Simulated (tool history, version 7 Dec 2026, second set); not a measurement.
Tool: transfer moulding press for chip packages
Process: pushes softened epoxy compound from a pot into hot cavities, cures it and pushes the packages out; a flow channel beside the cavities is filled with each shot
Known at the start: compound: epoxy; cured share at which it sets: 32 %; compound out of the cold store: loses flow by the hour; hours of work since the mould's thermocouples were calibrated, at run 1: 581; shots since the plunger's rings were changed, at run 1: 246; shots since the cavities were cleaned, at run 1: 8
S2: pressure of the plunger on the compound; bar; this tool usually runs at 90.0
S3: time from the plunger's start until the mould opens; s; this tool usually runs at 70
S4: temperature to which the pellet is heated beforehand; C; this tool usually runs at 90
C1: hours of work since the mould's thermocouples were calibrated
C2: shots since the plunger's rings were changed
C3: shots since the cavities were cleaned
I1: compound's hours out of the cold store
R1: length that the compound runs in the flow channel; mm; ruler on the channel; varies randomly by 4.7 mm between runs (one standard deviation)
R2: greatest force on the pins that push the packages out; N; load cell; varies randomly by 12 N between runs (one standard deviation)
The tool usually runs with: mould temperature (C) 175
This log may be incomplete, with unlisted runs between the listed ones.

run 1 hour=0.0 | mould_temperature_(C)=175 S2=90.0 S3=70 S4=90 | C1=581 C2=246 C3=8 | I1=25.5 | R1=562 R2=628
run 2 hour=36.9 | mould_temperature_(C)=175 S2=90.0 S3=70 S4=82 | C1=608 C2=885 C3=647 | I1=33.6 | R1=524 R2=966
-- hour=57.4 cavities cleaned with cleaning compound and waxed
-- hour=65.1 mould's thermocouples calibrated
run 3 hour=83.4 | mould_temperature_(C)=178 S2=90.0 S3=70 S4=90 | C1=13 C2=1629 C3=416 | I1=14.0 | R1=581 R2=958
run 4 hour=109.6 | mould_temperature_(C)=178 S2=90.0 S3=70 S4=90 | C1=32 C2=2084 C3=871 | I1=17.0 | R1=557 R2=1011
-- hour=117.3 cavities cleaned with cleaning compound and waxed
-- hour=145.8 plunger's sealing rings changed
run 5 hour=149.8 | mould_temperature_(C)=172 S2=90.0 S3=70 S4=90 | C1=57 C2=70 C3=520 | I1=30.6 | R1=559 R2=1012
run 6 hour=170.1 | mould_temperature_(C)=175 S2=90.0 S3=70 S4=94 | C1=72 C2=420 C3=870 | I1=42.2 | R1=509 R2=922
-- hour=179.2 cavities cleaned with cleaning compound and waxed
run 7 hour=212.3 | mould_temperature_(C)=175 S2=90.0 S3=57 S4=90 | C1=101 C2=1127 C3=574 | I1=40.4 | R1=504 R2=1340
-- hour=236.6 cavities cleaned with cleaning compound and waxed
run 8 hour=248.3 | mould_temperature_(C)=175 S2=90.0 S3=57 S4=90 | C1=125 C2=1724 C3=204 | I1=40.7 | R1=504 R2=1088
run 9 hour=275.8 | mould_temperature_(C)=175 S2=90.0 S3=70 S4=90 | C1=145 C2=2200 C3=680 | I1=38.5 | R1=500 R2=926
-- hour=293.4 cavities cleaned with cleaning compound and waxed
-- hour=306.1 plunger's sealing rings changed
run 10 hour=315.7 | mould_temperature_(C)=175 S2=86.3 S3=70 S4=90 | C1=170 C2=167 C3=344 | I1=17.2 | R1=585 R2=858
-- hour=335.2 cavities cleaned with cleaning compound and waxed, once more
run 11 hour=359.8 | mould_temperature_(C)=177 S2=90.0 S3=70 S4=90 | C1=200 C2=903 C3=426 | I1=24.4 | R1=556 R2=730
run 12 hour=379.2 | mould_temperature_(C)=177 S2=90.0 S3=70 S4=90 | C1=214 C2=1241 C3=764 | I1=20.9 | R1=563 R2=850
-- hour=392.9 cavities cleaned with cleaning compound and waxed
run 13 hour=420.8 | mould_temperature_(C)=177 S2=90.0 S3=70 S4=90 | C1=243 C2=1935 C3=483 | I1=36.1 | R1=508 R2=766

What does the tool deliver on the next run?
-- hour=450.1 cavities cleaned with cleaning compound and waxed
run 14 hour=453.4 | mould_temperature_(C)=177 S2=90.0 S3=70 S4=90 | C1=265 C2=2473 C3=57 | I1=14.3 | R1=? R2=?

R1: 573 mm
R2: 627 N
Were there no unlogged condition in the tool, this run, its random variation unchanged, would have produced R1 600 mm, R2 544 N.
